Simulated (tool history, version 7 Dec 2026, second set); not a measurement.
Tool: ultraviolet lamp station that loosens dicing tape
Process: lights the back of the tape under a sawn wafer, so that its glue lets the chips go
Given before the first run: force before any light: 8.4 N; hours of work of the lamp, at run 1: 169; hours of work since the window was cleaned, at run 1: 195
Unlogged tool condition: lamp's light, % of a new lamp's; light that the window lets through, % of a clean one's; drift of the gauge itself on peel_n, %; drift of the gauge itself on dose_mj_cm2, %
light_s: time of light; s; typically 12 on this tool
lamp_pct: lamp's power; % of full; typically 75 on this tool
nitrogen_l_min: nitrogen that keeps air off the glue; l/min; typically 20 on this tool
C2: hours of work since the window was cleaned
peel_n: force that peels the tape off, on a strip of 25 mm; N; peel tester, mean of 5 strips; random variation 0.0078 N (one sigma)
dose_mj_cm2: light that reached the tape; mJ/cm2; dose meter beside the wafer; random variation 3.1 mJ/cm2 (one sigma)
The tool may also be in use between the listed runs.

{"run": 1, "day": 0.0, "light_s": 12, "lamp_pct": 75, "nitrogen_l_min": 20, "hours of work of the lamp": 169, "C2": 195, "peel_n": 0.399, "dose_mj_cm2": 418}
{"run": 2, "day": 0.262, "light_s": 12, "lamp_pct": 75, "nitrogen_l_min": 20, "hours of work of the lamp": 174, "C2": 200, "peel_n": 0.395, "dose_mj_cm2": 421}
{"run": 3, "day": 0.45, "light_s": 14, "lamp_pct": 75, "nitrogen_l_min": 20, "hours of work of the lamp": 178, "C2": 204, "peel_n": 0.295, "dose_mj_cm2": 490}
{"run": 4, "day": 0.642, "light_s": 12, "lamp_pct": 80, "nitrogen_l_min": 20, "hours of work of the lamp": 181, "C2": 207, "peel_n": 0.344, "dose_mj_cm2": 443}
{"run": 5, "day": 0.946, "light_s": 12, "lamp_pct": 75, "nitrogen_l_min": 20, "hours of work of the lamp": 187, "C2": 213, "peel_n": 0.415, "dose_mj_cm2": 414}
{"run": 6, "day": 1.254, "light_s": 12, "lamp_pct": 75, "nitrogen_l_min": 38, "hours of work of the lamp": 193, "C2": 219, "peel_n": 0.268, "dose_mj_cm2": 409}
{"run": 7, "day": 1.508, "light_s": 12, "lamp_pct": 91, "nitrogen_l_min": 20, "hours of work of the lamp": 198, "C2": 224, "peel_n": 0.278, "dose_mj_cm2": 498}
{"run": 8, "day": 1.712, "light_s": 10, "lamp_pct": 61, "nitrogen_l_min": 20, "hours of work of the lamp": 202, "C2": 228, "peel_n": 0.96, "dose_mj_cm2": 274}
{"run": 9, "day": 1.992, "light_s": 11, "lamp_pct": 95, "nitrogen_l_min": 20, "hours of work of the lamp": 207, "C2": 233, "peel_n": 0.298, "dose_mj_cm2": 471}
{"run": 10, "day": 2.242, "light_s": 11, "lamp_pct": 75, "nitrogen_l_min": 31, "hours of work of the lamp": 212, "C2": 238, "peel_n": 0.359, "dose_mj_cm2": 371}
{"run": 11, "day": 2.638, "light_s": 15, "lamp_pct": 77, "nitrogen_l_min": 20, "hours of work of the lamp": 220, "C2": 245, "peel_n": 0.267, "dose_mj_cm2": 517}
{"run": 12, "day": 3.062, "light_s": 11, "lamp_pct": 77, "nitrogen_l_min": 20, "hours of work of the lamp": 228, "C2": 254, "peel_n": 0.512, "dose_mj_cm2": 377}
{"run": 13, "day": 3.421, "light_s": 14, "lamp_pct": 75, "nitrogen_l_min": 35, "hours of work of the lamp": 235, "C2": 260, "peel_n": 0.23, "dose_mj_cm2": 468}

Branching from run 13: 4 alternative next runs. What would each branch give?
{"run": "A", "day": 3.817, "light_s": 11, "lamp_pct": 75, "nitrogen_l_min": 20, "hours of work of the lamp": 242, "C2": 268, "peel_n": "?", "dose_mj_cm2": "?"}
{"run": "B", "day": 3.817, "light_s": 14, "lamp_pct": 77, "nitrogen_l_min": 23, "hours of work of the lamp": 242, "C2": 268, "peel_n": "?", "dose_mj_cm2": "?"}
{"run": "C", "day": 3.817, "light_s": 12, "lamp_pct": 75, "nitrogen_l_min": 32, "hours of work of the lamp": 242, "C2": 268, "peel_n": "?", "dose_mj_cm2": "?"}
{"run": "D", "day": 3.817, "light_s": 14, "lamp_pct": 75, "nitrogen_l_min": 29, "hours of work of the lamp": 242, "C2": 268, "peel_n": "?", "dose_mj_cm2": "?"}

run=A peel_n=0.519 dose_mj_cm2=364
run=B peel_n=0.278 dose_mj_cm2=473
run=C peel_n=0.326 dose_mj_cm2=398
run=D peel_n=0.248 dose_mj_cm2=459
Without the tool's unlogged condition, the same runs would have read:
run=A peel_n=0.347 dose_mj_cm2=441
run=B peel_n=0.21 dose_mj_cm2=574
run=C peel_n=0.236 dose_mj_cm2=482
run=D peel_n=0.192 dose_mj_cm2=556
